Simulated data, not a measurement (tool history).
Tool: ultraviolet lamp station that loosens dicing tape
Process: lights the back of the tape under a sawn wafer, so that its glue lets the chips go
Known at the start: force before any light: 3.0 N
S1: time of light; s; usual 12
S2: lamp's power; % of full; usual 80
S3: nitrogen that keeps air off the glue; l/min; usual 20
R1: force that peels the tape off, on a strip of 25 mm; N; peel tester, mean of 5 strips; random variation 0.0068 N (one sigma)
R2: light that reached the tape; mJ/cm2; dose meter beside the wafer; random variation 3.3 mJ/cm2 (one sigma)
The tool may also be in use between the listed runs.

run   hour  S1  S2  S3     R1   R2
  1    0.0  12  80  20  0.254  479
  2    9.3  12  80  20  0.234  477
  3   16.0   8  80  20  0.347  312
  4   22.7   8  80  20  0.353  313
  5   33.4   8  80  20  0.345  319
  6   40.0   8  80  20  0.365  315
  7   48.2  12  80  20  0.246  468
  8   54.0  12  80  11  0.297  469
  9   64.1  12  80   6  0.378  470
 10   71.6  12  80   6  0.375  466
 11   79.5  12  80   6  0.386  458
 12   88.0  12  80  20  0.244  460
 13   98.9  12  80  20  0.260  457
 14  107.3  12  80  20  0.244  460
 15  118.1  12  80  20  0.256  463
 16  124.7  12  80  20  0.243  458
 17  135.4  12  80  17  0.264  457
 18  145.6  12  80  17  0.251  456
 19  156.2  12  80  17  0.249  455
 20  164.3  12  80  17  0.254  454
 21  169.2  12  80  17  0.269  454
 22  175.7  12  80  17  0.257  454
 23  186.4  12  80  17  0.259  455
 24  195.0  23  80   9  0.215  853
 25  200.7  23  80   9  0.221  859

The next listed run, before its measurement:
 26  207.3  23  80   9   ?   ?

R1: 0.221 N
R2: 866 mJ/cm2
Without the tool's hidden state the same run would have given R1 0.218 N, R2 992 mJ/cm2.

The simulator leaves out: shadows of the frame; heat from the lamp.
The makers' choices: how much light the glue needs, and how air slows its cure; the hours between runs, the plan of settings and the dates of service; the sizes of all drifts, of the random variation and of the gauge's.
